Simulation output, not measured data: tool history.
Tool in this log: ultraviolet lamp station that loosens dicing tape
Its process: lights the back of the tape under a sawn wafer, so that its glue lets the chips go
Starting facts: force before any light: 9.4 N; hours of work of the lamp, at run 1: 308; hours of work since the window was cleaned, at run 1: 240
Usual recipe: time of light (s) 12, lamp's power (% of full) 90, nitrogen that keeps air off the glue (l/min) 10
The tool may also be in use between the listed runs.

run,hour,time of light (s),lamp's power (% of full),nitrogen that keeps air off the glue (l/min),hours of work of the lamp,hours of work since the window was cleaned,force that peels the tape off (N),light that reached the tape (mJ/cm2)
1,0.0,12,90,10,308,240,0.715,463
2,40.3,12,67,10,325,257,1.262,347
3,75.9,12,67,10,340,272,1.275,346
4,116.8,12,67,10,357,289,1.293,353
5,145.4,12,90,10,369,301,0.718,463
6,170.5,12,90,10,379,311,0.709,468
7,192.3,12,90,10,388,320,0.736,470
8,212.8,12,90,10,397,329,0.720,467
9,251.0,12,90,6,413,345,0.896,474
10,275.8,12,64,10,423,355,1.395,330
# hour 293.9: window cleaned of glue's vapour
11,305.5,12,64,10,435,5,1.356,329
12,331.2,12,90,10,446,16,0.739,472
13,368.5,12,90,10,461,31,0.706,472
14,391.9,12,90,3,471,41,1.205,471
15,427.7,12,90,3,486,56,1.324,466
16,453.0,12,90,3,497,66,1.268,466
17,486.1,12,78,10,510,80,0.976,410
18,509.9,12,78,10,520,90,0.970,404
19,543.0,12,90,16,534,104,0.624,464
20,569.3,12,90,16,545,115,0.601,467
21,594.4,12,90,4,555,125,1.107,468
22,622.9,12,90,4,567,137,1.106,464
23,648.1,12,90,4,578,147,1.117,470
24,677.6,7,72,18,590,160,2.330,217
25,715.6,11,66,4,606,176,2.168,320
26,737.8,11,88,4,615,185,1.283,414
27,777.0,8,96,6,631,201,1.699,330
28,813.3,14,89,4,647,216,0.834,536
29,844.3,14,89,4,659,229,0.841,539
30,868.6,6,98,18,669,239,1.761,253
31,909.6,14,98,18,687,256,0.357,597
32,936.8,13,77,7,698,268,1.026,436
33,966.2,7,90,16,710,280,1.724,276
34,1000.1,9,75,10,724,294,1.777,292
35,1018.0,9,86,13,732,301,1.253,337
36,1050.6,10,73,10,745,315,1.598,316
37,1081.6,10,73,10,758,328,1.548,312
38,1112.8,8,61,16,771,341,2.397,209
39,1130.4,23,90,11,778,348,0.218,897
40,1155.5,6,90,8,789,359,2.595,236
# hour 1166.7: window cleaned of glue's vapour
41,1180.3,12,90,10,799,6,0.753,471
42,1206.9,10,74,10,810,17,1.465,318

Branching from run 42: 4 alternative next runs. What would each branch give?
A,1237.5,10,72,10,823,29,?,?
B,1237.5,12,74,10,823,29,?,?
C,1237.5,10,74,6,823,29,?,?
D,1237.5,7,74,10,823,29,?,?

run,force that peels the tape off (N),light that reached the tape (mJ/cm2)
A,1.665,314
B,1.093,389
C,1.782,326
D,2.566,222
With the hidden condition removed and each run's random variation left untouched, the same runs would have given:
run,force that peels the tape off (N),light that reached the tape (mJ/cm2)
A,1.659,315
B,1.089,390
C,1.777,327
D,2.560,222
